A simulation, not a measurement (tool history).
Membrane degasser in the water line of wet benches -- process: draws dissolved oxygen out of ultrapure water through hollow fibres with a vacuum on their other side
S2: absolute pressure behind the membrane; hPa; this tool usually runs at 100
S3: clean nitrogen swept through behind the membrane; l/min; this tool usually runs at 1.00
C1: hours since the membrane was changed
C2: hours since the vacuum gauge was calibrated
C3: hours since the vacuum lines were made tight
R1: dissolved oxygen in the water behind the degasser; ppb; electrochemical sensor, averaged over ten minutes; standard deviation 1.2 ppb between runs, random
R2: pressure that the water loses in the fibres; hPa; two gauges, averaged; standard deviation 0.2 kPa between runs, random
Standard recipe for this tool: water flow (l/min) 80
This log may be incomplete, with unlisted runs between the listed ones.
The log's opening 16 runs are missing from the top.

Run 17, hour 529.6: usual settings but S2 167 hPa; C1 968; C2 2985; C3 1432. Result: R1 1560.6 ppb, R2 605.8 hPa.
Run 18, hour 562.0: usual settings but water flow (l/min) 114, S2 167 hPa, S3 2.01 l/min; C1 1000; C2 3018; C3 1464. Result: R1 1258.3 ppb, R2 859.0 hPa.
Run 19, hour 599.4: usual settings but water flow (l/min) 79, S2 131 hPa, S3 1.12 l/min; C1 1038; C2 3055; C3 1502. Result: R1 1099.7 ppb, R2 595.8 hPa.
Run 20, hour 643.1: usual settings but water flow (l/min) 120, S2 61 hPa, S3 1.39 l/min; C1 1082; C2 3099; C3 1546. Result: R1 409.2 ppb, R2 910.2 hPa.
Run 21, hour 671.6: usual settings but water flow (l/min) 120, S2 61 hPa, S3 1.39 l/min; C1 1110; C2 3127; C3 1574. Result: R1 409.1 ppb, R2 907.3 hPa.
Run 22, hour 698.4: usual settings but water flow (l/min) 120, S2 61 hPa, S3 1.39 l/min; C1 1137; C2 3154; C3 1601. Result: R1 409.0 ppb, R2 903.0 hPa.
Run 23, hour 733.1: usual settings but water flow (l/min) 120, S2 61 hPa, S3 1.39 l/min; C1 1172; C2 3189; C3 1636. Result: R1 408.4 ppb, R2 906.7 hPa.
Run 24, hour 774.9: usual settings but water flow (l/min) 120, S2 61 hPa, S3 1.39 l/min; C1 1213; C2 3231; C3 1677. Result: R1 408.6 ppb, R2 903.8 hPa.
Run 25, hour 818.1: usual settings but water flow (l/min) 83, S2 245 hPa, S3 1.39 l/min; C1 1257; C2 3274; C3 1721. Result: R1 1910.0 ppb, R2 626.8 hPa.
Run 26, hour 846.0: usual settings but water flow (l/min) 83, S2 245 hPa, S3 1.39 l/min; C1 1285; C2 3302; C3 1749. Result: R1 1899.9 ppb, R2 624.6 hPa.
Run 27, hour 890.1: usual settings but water flow (l/min) 107, S2 122 hPa, S3 1.74 l/min; C1 1329; C2 3346; C3 1793. Result: R1 924.3 ppb, R2 808.2 hPa.
Run 28, hour 936.1: usual settings but water flow (l/min) 59, S2 67 hPa, S3 1.91 l/min; C1 1375; C2 3392; C3 1839. Result: R1 223.3 ppb, R2 442.7 hPa.
Run 29, hour 980.8: usual settings but S2 68 hPa, S3 1.16 l/min; C1 1419; C2 3437; C3 1883. Result: R1 421.1 ppb, R2 605.2 hPa.
Run 30, hour 1014.5: usual settings but water flow (l/min) 74, S2 201 hPa, S3 0.40 l/min; C1 1453; C2 3470; C3 1917. Result: R1 2893.3 ppb, R2 556.0 hPa.
Run 31, hour 1052.8: usual settings but water flow (l/min) 101, S2 75 hPa, S3 1.10 l/min; C1 1491; C2 3509; C3 1955. Result: R1 605.7 ppb, R2 763.6 hPa.
Run 32, hour 1080.9: usual settings but S3 0.43 l/min; C1 1519; C2 3537; C3 1983. Result: R1 1343.2 ppb, R2 606.5 hPa.

Alternative continuations, all from the tool just after run 32; predict every row:
Run A, hour 1102.7: usual settings but S3 1.22 l/min; C1 1541; C2 3558; C3 2005. Result: R1 ?, R2 ?.
Run B, hour 1102.7: usual settings but water flow (l/min) 49; C1 1541; C2 3558; C3 2005. Result: R1 ?, R2 ?.
Run C, hour 1102.7: usual settings but water flow (l/min) 82, S3 0.43 l/min; C1 1541; C2 3558; C3 2005. Result: R1 ?, R2 ?.
Run D, hour 1102.7: usual settings but water flow (l/min) 89; C1 1541; C2 3558; C3 2005. Result: R1 ?, R2 ?.

run      R1     R2
  A   742.7  603.5
  B   603.8  369.3
  C  1358.1  620.0
  D   907.5  670.3
With no hidden state in the tool, these same runs would have given:
run      R1     R2
  A   742.7  603.4
  B   603.8  369.3
  C  1358.0  619.9
  D   907.4  670.3
